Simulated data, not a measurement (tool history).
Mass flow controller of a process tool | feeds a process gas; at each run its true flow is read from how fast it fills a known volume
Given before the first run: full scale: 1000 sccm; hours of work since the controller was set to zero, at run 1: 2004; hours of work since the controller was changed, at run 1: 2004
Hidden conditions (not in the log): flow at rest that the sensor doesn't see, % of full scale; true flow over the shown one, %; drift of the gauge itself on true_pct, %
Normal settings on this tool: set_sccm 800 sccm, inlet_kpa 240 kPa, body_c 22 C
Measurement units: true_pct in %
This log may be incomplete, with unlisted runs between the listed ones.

run    hour  set_sccm  inlet_kpa  body_c  hours of work since the controller was set to zero  hours of work since the controller was changed  true_pct
  1       0       800        240      22                                                2004                                            2004    100.64
  2   203.2       800        240      22                                                2067                                            2067     100.5
  3   303.3       800        240      22                                                2098                                            2098    100.49
  4     509       800        230      22                                                2163                                            2163    100.44
  5   679.2       200        230      22                                                2216                                            2216     96.82
  6   824.9       800        254      22                                                2262                                            2262    100.65
  7   936.8       554        240      22                                                2297                                            2297     99.54
  8  1084.6       522        240      22                                                2343                                            2343     99.44
  9    1252       522        240      22                                                2395                                            2395     99.47
 10    1383       522        144      22                                                2436                                            2436     98.85
 11  1475.5       522        144      27                                                2465                                            2465     98.91
 12  1620.4       412        239      27                                                2510                                            2510     99.17
 13  1721.7       876        145      38                                                2542                                            2542    100.51
 14  1856.8       876        145      38                                                2584                                            2584    100.66
 15  2044.6       266        163      22                                                2643                                            2643     97.26
 16    2188       266        163      22                                                2688                                            2688     97.23
 17    2312       266        163      22                                                2727                                            2727      97.3
 18  2460.6       442        157      22                                                2773                                            2773     98.58
 19    2571       442        157      22                                                2808                                            2808     98.57
 20  2773.8       442        157      22                                                2871                                            2871     98.51
 21  2901.6       456        225      24                                                2911                                            2911     99.23
 22  3081.9       456        192      29                                                2967                                            2967     99.07

Predict each of these 3 candidate next runs independently; none follows another, all start after run 22:
  A  3243.9       114        183      36                                                3018                                            3018         ?
  B  3243.9       921        182      22                                                3018                                            3018         ?
  C  3243.9       800        226      32                                                3018                                            3018         ?

run  true_pct
  A     93.66
  B    100.66
  C     100.9
Without the tool's unlogged condition, the same runs would have read:
run  true_pct
  A     98.16
  B     99.52
  C     99.87
